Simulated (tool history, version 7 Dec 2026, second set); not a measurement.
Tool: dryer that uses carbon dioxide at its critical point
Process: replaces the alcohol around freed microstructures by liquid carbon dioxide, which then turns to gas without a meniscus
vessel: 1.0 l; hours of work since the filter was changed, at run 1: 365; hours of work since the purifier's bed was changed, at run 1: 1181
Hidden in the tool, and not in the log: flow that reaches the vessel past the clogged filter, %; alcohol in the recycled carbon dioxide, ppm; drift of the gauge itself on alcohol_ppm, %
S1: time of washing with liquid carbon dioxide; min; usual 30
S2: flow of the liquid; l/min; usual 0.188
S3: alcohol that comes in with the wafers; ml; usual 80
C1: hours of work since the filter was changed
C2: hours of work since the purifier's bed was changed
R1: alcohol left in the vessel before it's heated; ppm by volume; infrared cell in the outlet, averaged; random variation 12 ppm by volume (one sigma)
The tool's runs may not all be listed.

| run | hour | S1 | S2 | S3 | C1 | C2 | R1 |
|---|---|---|---|---|---|---|---|
| 1 | 0 | 30 | 0.188 | 80 | 365 | 1181 | 1337 |
| 2 | 24.7 | 30 | 0.188 | 80 | 379 | 1195 | 1345 |
| 3 | 53 | 30 | 0.188 | 80 | 395 | 1212 | 1392 |
| 4 | 95.3 | 30 | 0.188 | 80 | 420 | 1236 | 1447 |
|  | 110.2 | inlet filter changed |
| 5 | 143.8 | 30 | 0.188 | 80 | 20 | 1264 | 918 |
| 6 | 179.6 | 30 | 0.188 | 80 | 40 | 1285 | 971 |
| 7 | 203.2 | 30 | 0.266 | 80 | 54 | 1298 | 309 |
| 8 | 226.5 | 30 | 0.266 | 80 | 68 | 1312 | 313 |
| 9 | 271.1 | 30 | 0.266 | 80 | 94 | 1338 | 315 |
| 10 | 306.2 | 30 | 0.12 | 80 | 114 | 1358 | 4289 |
| 11 | 336.4 | 30 | 0.188 | 97 | 132 | 1376 | 1261 |
|  | 386.4 | purifier's bed changed |
| 12 | 386.7 | 42 | 0.211 | 20 | 159 | 0 | 19 |
| 13 | 437.2 | 42 | 0.211 | 20 | 188 | 30 | 34 |
| 14 | 483.8 | 47 | 0.185 | 20 | 216 | 57 | 49 |
| 15 | 529.9 | 19 | 0.216 | 93 | 242 | 83 | 3907 |
| 16 | 563.7 | 19 | 0.216 | 93 | 262 | 103 | 3958 |
| 17 | 608.7 | 19 | 0.136 | 67 | 288 | 129 | 9036 |
| 18 | 638.7 | 37 | 0.213 | 68 | 306 | 147 | 184 |
| 19 | 688.6 | 23 | 0.188 | 92 | 335 | 176 | 3512 |
| 20 | 716 | 21 | 0.17 | 36 | 351 | 192 | 2417 |

5 ways to go on from here, each from the tool as it stands after run 20. What would each give?
| A | 765.2 | 47 | 0.142 | 61 | 379 | 220 | ? |
| B | 765.2 | 21 | 0.129 | 36 | 379 | 220 | ? |
| C | 765.2 | 33 | 0.17 | 75 | 379 | 220 | ? |
| D | 765.2 | 20 | 0.139 | 35 | 379 | 220 | ? |
| E | 765.2 | 21 | 0.17 | 28 | 379 | 220 | ? |

| run | R1 |
|---|---|
| A | 423 |
| B | 4625 |
| C | 1104 |
| D | 4220 |
| E | 1943 |
Without the tool's hidden state the same runs would have given:
| run | R1 |
|---|---|
| A | 230 |
| B | 3679 |
| C | 683 |
| D | 3338 |
| E | 1435 |

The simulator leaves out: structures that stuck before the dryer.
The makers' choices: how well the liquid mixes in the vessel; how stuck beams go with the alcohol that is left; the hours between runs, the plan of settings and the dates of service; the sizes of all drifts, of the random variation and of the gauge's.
